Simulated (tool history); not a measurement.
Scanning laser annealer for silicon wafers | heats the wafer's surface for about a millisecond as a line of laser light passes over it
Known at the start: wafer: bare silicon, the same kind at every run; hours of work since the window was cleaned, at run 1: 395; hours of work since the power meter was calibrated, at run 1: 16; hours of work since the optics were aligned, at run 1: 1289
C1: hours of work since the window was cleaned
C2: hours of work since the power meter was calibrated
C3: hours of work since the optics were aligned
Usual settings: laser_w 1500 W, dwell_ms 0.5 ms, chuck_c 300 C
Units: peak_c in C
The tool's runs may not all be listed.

{"run": 1, "hour": 0.0, "laser_w": 1500, "dwell_ms": 0.5, "chuck_c": 300, "C1": 395, "C2": 16, "C3": 1289, "peak_c": 1089}
{"run": 2, "hour": 7.5, "laser_w": 1500, "dwell_ms": 0.5, "chuck_c": 300, "C1": 400, "C2": 20, "C3": 1293, "peak_c": 1088}
{"run": 3, "hour": 13.5, "laser_w": 1500, "dwell_ms": 0.5, "chuck_c": 300, "C1": 404, "C2": 24, "C3": 1297, "peak_c": 1087}
{"run": 4, "hour": 22.0, "laser_w": 1500, "dwell_ms": 0.362, "chuck_c": 300, "C1": 409, "C2": 29, "C3": 1302, "peak_c": 963}
{"run": 5, "hour": 29.3, "laser_w": 1500, "dwell_ms": 0.362, "chuck_c": 300, "C1": 413, "C2": 34, "C3": 1306, "peak_c": 964}
{"run": 6, "hour": 36.5, "laser_w": 1646, "dwell_ms": 0.5, "chuck_c": 300, "C1": 417, "C2": 38, "C3": 1311, "peak_c": 1172}
{"run": 7, "hour": 40.9, "laser_w": 1646, "dwell_ms": 0.5, "chuck_c": 300, "C1": 420, "C2": 41, "C3": 1313, "peak_c": 1175}
{"run": 8, "hour": 49.0, "laser_w": 1646, "dwell_ms": 0.5, "chuck_c": 300, "C1": 425, "C2": 45, "C3": 1318, "peak_c": 1172}
{"run": 9, "hour": 57.0, "laser_w": 1341, "dwell_ms": 0.5, "chuck_c": 273, "C1": 430, "C2": 50, "C3": 1323, "peak_c": 970}
{"run": 10, "hour": 61.1, "laser_w": 1602, "dwell_ms": 0.5, "chuck_c": 307, "C1": 432, "C2": 53, "C3": 1325, "peak_c": 1153}
{"run": 11, "hour": 64.8, "laser_w": 1602, "dwell_ms": 0.5, "chuck_c": 307, "C1": 434, "C2": 55, "C3": 1328, "peak_c": 1155}
{"run": 12, "hour": 70.0, "laser_w": 1500, "dwell_ms": 0.452, "chuck_c": 273, "C1": 438, "C2": 58, "C3": 1331, "peak_c": 1019}
{"run": 13, "hour": 74.5, "laser_w": 1500, "dwell_ms": 0.424, "chuck_c": 300, "C1": 440, "C2": 61, "C3": 1333, "peak_c": 1022}
{"run": 14, "hour": 82.7, "laser_w": 1607, "dwell_ms": 0.411, "chuck_c": 292, "C1": 445, "C2": 66, "C3": 1338, "peak_c": 1057}

Forecast each of these 4 alternatives for the next run:
{"run": "A", "hour": 91.3, "laser_w": 1403, "dwell_ms": 0.411, "chuck_c": 263, "C1": 450, "C2": 71, "C3": 1343, "peak_c": "?"}
{"run": "B", "hour": 91.3, "laser_w": 1581, "dwell_ms": 0.384, "chuck_c": 264, "C1": 450, "C2": 71, "C3": 1343, "peak_c": "?"}
{"run": "C", "hour": 91.3, "laser_w": 1607, "dwell_ms": 0.405, "chuck_c": 292, "C1": 450, "C2": 71, "C3": 1343, "peak_c": "?"}
{"run": "D", "hour": 91.3, "laser_w": 1391, "dwell_ms": 0.465, "chuck_c": 311, "C1": 450, "C2": 71, "C3": 1343, "peak_c": "?"}

run=A peak_c=920
run=B peak_c=990
run=C peak_c=1051
run=D peak_c=1004
Without the tool's hidden state the same runs would have given:
run=A peak_c=955
run=B peak_c=1029
run=C peak_c=1091
run=D peak_c=1040
